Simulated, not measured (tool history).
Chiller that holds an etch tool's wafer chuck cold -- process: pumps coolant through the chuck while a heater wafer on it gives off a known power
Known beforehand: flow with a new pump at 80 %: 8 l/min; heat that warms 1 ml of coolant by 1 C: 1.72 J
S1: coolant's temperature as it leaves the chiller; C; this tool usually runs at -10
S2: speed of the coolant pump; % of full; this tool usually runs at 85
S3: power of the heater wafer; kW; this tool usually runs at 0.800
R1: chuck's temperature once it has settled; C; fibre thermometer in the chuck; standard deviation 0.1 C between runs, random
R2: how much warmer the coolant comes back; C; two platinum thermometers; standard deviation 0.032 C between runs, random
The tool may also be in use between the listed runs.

run 1 hour=0.0 | S1=-10 S2=85 S3=0.800 | R1=-3.1 R2=3.46
run 2 hour=148.1 | S1=-10 S2=85 S3=0.800 | R1=-3.0 R2=3.48
run 3 hour=253.7 | S1=-10 S2=76 S3=0.800 | R1=-2.2 R2=3.91
run 4 hour=359.0 | S1=-10 S2=85 S3=0.498 | R1=-5.8 R2=2.17
-- hour=404.8 chiller's thermometer calibrated
run 5 hour=509.0 | S1=-10 S2=85 S3=0.498 | R1=-5.6 R2=2.14
run 6 hour=582.7 | S1=-10 S2=85 S3=0.800 | R1=-3.0 R2=3.48
run 7 hour=728.6 | S1=-14 S2=85 S3=0.800 | R1=-6.9 R2=3.48
run 8 hour=882.4 | S1=-14 S2=85 S3=0.800 | R1=-6.7 R2=3.53
run 9 hour=1017.9 | S1=-14 S2=85 S3=0.800 | R1=-7.0 R2=3.48
-- hour=1031.1 coolant pump overhauled
run 10 hour=1134.4 | S1=-14 S2=85 S3=0.800 | R1=-6.6 R2=3.62
run 11 hour=1238.5 | S1=-16 S2=85 S3=0.800 | R1=-8.6 R2=3.59
-- hour=1303.5 coolant pump overhauled, once more
run 12 hour=1377.3 | S1=-16 S2=85 S3=0.800 | R1=-9.3 R2=3.30
run 13 hour=1534.1 | S1=-16 S2=60 S3=0.800 | R1=-6.6 R2=4.77
run 14 hour=1663.7 | S1=-16 S2=60 S3=0.800 | R1=-6.5 R2=4.86
run 15 hour=1821.5 | S1=-10 S2=85 S3=0.800 | R1=-3.3 R2=3.26
run 16 hour=1903.9 | S1=-10 S2=85 S3=0.800 | R1=-3.0 R2=3.28
run 17 hour=2032.2 | S1=-17 S2=65 S3=0.614 | R1=-10.4 R2=3.46
run 18 hour=2115.4 | S1=-10 S2=73 S3=0.478 | R1=-5.2 R2=2.36
run 19 hour=2272.7 | S1=-10 S2=73 S3=0.478 | R1=-5.2 R2=2.32
run 20 hour=2393.6 | S1=-10 S2=73 S3=0.478 | R1=-5.4 R2=2.33
run 21 hour=2501.0 | S1=-10 S2=73 S3=0.478 | R1=-5.3 R2=2.33
-- hour=2539.9 chiller's thermometer calibrated
run 22 hour=2607.5 | S1=-19 S2=73 S3=0.431 | R1=-14.7 R2=2.09
run 23 hour=2695.1 | S1=-19 S2=73 S3=0.431 | R1=-14.6 R2=2.11
run 24 hour=2809.9 | S1=-19 S2=87 S3=0.686 | R1=-13.2 R2=2.78
run 25 hour=2893.9 | S1=-10 S2=85 S3=0.935 | R1=-1.7 R2=3.87
run 26 hour=2973.6 | S1=-15 S2=85 S3=0.800 | R1=-7.8 R2=3.36
run 27 hour=3044.2 | S1=-15 S2=85 S3=0.800 | R1=-7.6 R2=3.31
run 28 hour=3200.1 | S1=-18 S2=99 S3=0.408 | R1=-14.8 R2=1.39
run 29 hour=3357.6 | S1=-1 S2=96 S3=0.680 | R1=4.5 R2=2.46
run 30 hour=3477.8 | S1=-10 S2=93 S3=0.501 | R1=-5.9 R2=1.89
run 31 hour=3573.0 | S1=-6 S2=72 S3=0.559 | R1=-0.4 R2=2.80
run 32 hour=3688.1 | S1=-1 S2=68 S3=0.800 | R1=7.9 R2=4.33

Forecast each of these 3 alternatives for the next run:
run A hour=3800.5 | S1=-16 S2=85 S3=0.800 | R1=? R2=?
run B hour=3800.5 | S1=-4 S2=85 S3=0.409 | R1=? R2=?
run C hour=3800.5 | S1=-5 S2=65 S3=0.674 | R1=? R2=?

run=A R1=-8.9 R2=3.37
run=B R1=-0.5 R2=1.73
run=C R1=2.9 R2=3.86
Without the tool's hidden state the same runs would have given:
run=A R1=-9.4 R2=3.24
run=B R1=-0.7 R2=1.67
run=C R1=2.3 R2=3.72

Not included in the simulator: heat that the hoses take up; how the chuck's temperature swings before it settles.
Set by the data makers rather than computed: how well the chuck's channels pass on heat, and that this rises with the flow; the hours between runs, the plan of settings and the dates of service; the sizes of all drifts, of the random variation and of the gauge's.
